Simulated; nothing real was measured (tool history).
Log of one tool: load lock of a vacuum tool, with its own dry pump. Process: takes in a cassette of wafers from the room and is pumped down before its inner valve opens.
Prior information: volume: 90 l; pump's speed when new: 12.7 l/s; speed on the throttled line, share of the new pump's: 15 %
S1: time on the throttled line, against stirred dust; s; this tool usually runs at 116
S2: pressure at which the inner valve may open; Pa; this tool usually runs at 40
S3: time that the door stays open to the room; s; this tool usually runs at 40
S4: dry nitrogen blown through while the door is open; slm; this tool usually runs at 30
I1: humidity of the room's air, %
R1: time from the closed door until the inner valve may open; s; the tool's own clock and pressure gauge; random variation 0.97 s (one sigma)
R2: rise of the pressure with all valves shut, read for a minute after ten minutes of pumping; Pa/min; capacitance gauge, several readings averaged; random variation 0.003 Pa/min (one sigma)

run	hour	S1	S2	S3	S4	I1	R1	R2
1	0.0	116	40	40	30	43.3	152.7	0.276
2	614.8	116	40	36	30	47.3	156.0	0.302
3	1087.7	116	40	36	30	45.3	155.6	0.314
4	1721.8	116	40	36	30	44.3	154.4	0.337
5	2264.4	116	40	40	9	44.9	156.1	0.371
6	2950.2	89	40	40	30	47.9	131.7	0.405
7	3311.9	89	40	40	30	43.4	132.2	0.412
8	3914.5	89	40	40	30	44.6	133.8	0.435
9	4198.0	116	40	40	30	43.1	155.3	0.437
10	4662.0	116	40	40	30	44.7	156.9	0.478
11	5317.0	116	40	40	30	43.0	157.2	0.515
12	5646.9	116	40	40	30	45.0	159.2	0.520
# hour 5899.5: door's seal changed, seat wiped
13	6101.0	184	40	40	30	43.5	215.4	0.022
14	6413.5	116	40	40	17	42.4	157.2	0.023
15	6761.2	116	40	40	30	45.8	159.4	0.029
16	7207.7	116	40	40	30	42.2	158.4	0.036
17	7681.0	116	40	40	30	44.0	158.1	0.037
18	7980.6	116	40	40	30	46.7	160.3	0.038
19	8614.9	116	37	40	30	44.4	160.1	0.056
20	9165.6	210	79	79	30	42.9	230.7	0.067
21	9577.2	210	79	161	14	42.7	232.2	0.091
22	10261.7	116	40	25	30	42.2	162.4	0.080
23	10587.2	116	40	25	30	44.1	163.0	0.083
24	11125.9	116	40	25	30	44.9	163.0	0.100
25	11769.8	116	49	40	30	44.1	163.9	0.108
26	12137.4	116	49	40	30	43.4	162.4	0.123
27	12603.9	60	41	40	30	44.4	118.4	0.126
28	13069.5	60	41	40	30	43.4	120.0	0.141
29	13749.9	199	40	40	30	42.8	234.9	0.162
# hour 14449.8: dry pump taken out, an overhauled one fitted
30	14449.8	199	40	40	30	43.3	224.5	0.180
31	14852.0	199	40	40	30	45.4	223.4	0.195
32	15226.7	71	40	40	13	44.8	117.0	0.209
33	15850.6	71	40	40	13	43.9	117.2	0.236
34	16261.9	71	40	40	13	48.7	116.3	0.246
35	16601.9	116	71	78	6	45.4	151.7	0.267
36	16891.1	69	78	78	6	42.9	111.0	0.273

Below are 3 alternative next runs, each starting from the tool's condition after run 36. Predict each:
A	17325.4	116	45	45	30	46.6	?	?
B	17325.4	69	66	78	8	44.4	?	?
C	17325.4	116	78	99	30	45.2	?	?

run	R1	R2
A	156.1	0.270
B	112.8	0.289
C	151.2	0.264
With the hidden condition removed and each run's random variation left untouched, the same runs would have given:
run	R1	R2
A	153.9	0.021
B	110.3	0.035
C	149.2	0.020
